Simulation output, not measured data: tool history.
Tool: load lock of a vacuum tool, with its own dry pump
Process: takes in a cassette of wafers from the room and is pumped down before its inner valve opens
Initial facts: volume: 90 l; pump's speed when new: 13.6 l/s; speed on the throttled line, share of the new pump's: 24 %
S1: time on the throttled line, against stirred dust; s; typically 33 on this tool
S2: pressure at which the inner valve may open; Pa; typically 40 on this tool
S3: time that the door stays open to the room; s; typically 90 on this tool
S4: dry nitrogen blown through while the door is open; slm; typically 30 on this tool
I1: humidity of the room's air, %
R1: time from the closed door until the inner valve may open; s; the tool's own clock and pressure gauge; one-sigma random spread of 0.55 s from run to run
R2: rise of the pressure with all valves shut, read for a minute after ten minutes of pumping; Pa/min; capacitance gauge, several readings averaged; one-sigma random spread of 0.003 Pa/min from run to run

run    hour  S1  S2   S3  S4    I1    R1     R2
  1       0  33  40   90  30  42.6    81  0.241
  2   201.6  33  40   90  30  42.5  81.5  0.251
  3   369.4  33  40   90  30    43    81  0.258
  4   516.1  33  40   90  30  44.4  81.6  0.257
  5   696.6  33  40   90  30  45.6  81.3  0.263
  6   788.2  33  40   90  30  46.2  82.4  0.271
  7   937.2  33  40   90  24  43.8  82.5  0.267
  8  1107.5  33  40   90  24  43.3  81.3  0.285
  9  1219.3  33  40   90  24  42.3  82.1  0.283
 10  1312.9  33  40   90  24  47.5  81.6  0.284
 11  1465.6  42  40   90  30  44.1  88.2  0.293
 12  1580.1  53  40   90  30  43.4  96.8  0.284
 13  1766.5  53  40   90  30  44.2  96.9  0.298
 14  1966.5  47  40   28   6  44.3  91.8  0.298
 15  2126.8  47  41  135   6  44.1    92  0.339
 16    2323  45  30   29   6  48.1  93.1   0.31
 17  2504.5  18  76   90  24  44.4  68.3  0.329
 18  2643.7  21  40   56   5  41.4  74.2  0.329
 19  2838.6  42  34   90  30  45.5  90.7  0.343
 20    3050  42  34   90  30  45.5  91.3  0.341

What does the tool deliver on the next run?
 21  3166.4  31  40  62  30  43.5   ?   ?

For run 21 the tool returned R1 82.7 s, R2 0.338 Pa/min.
With the hidden condition absent and the run-to-run variation left alone, this run would have shown R1 76.3 s, R2 0.024 Pa/min.

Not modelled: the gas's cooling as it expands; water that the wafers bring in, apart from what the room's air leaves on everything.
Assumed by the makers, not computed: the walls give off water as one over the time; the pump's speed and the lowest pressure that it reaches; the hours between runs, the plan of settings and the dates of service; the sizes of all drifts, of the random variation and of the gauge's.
